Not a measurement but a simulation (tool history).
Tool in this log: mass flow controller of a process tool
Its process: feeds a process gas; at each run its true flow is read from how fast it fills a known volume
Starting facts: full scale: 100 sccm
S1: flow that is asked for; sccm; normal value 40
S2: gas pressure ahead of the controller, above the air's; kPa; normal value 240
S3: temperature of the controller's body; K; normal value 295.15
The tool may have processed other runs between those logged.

Run 1, hour 0.0: usual settings. Result: true flow (%) 98.36.
Run 2, hour 283.0: usual settings but S1 49 sccm. Result: true flow (%) 98.61.
Run 3, hour 623.3: usual settings but S1 49 sccm. Result: true flow (%) 98.51.
At hour 1031.3: controller's zero set anew.
Run 4, hour 1140.3: usual settings. Result: true flow (%) 98.27.
Run 5, hour 1519.6: usual settings but S1 92 sccm. Result: true flow (%) 99.85.
Run 6, hour 1923.4: usual settings but S1 92 sccm. Result: true flow (%) 99.86.
Run 7, hour 2311.7: usual settings but S2 163 kPa, S3 301.15 K. Result: true flow (%) 97.71.
Run 8, hour 2736.7: usual settings but S1 36 sccm, S3 297.15 K. Result: true flow (%) 97.78.
Run 9, hour 3033.5: usual settings but S1 36 sccm, S2 218 kPa, S3 302.15 K. Result: true flow (%) 97.57.

What does the tool deliver on the next run?
Run 10, hour 3281.8: usual settings but S2 181 kPa. Result: true flow (%) ?.

true flow (%): 97.85
With the hidden condition absent and the run-to-run variation left alone, this run would have shown true flow (%) 98.20.
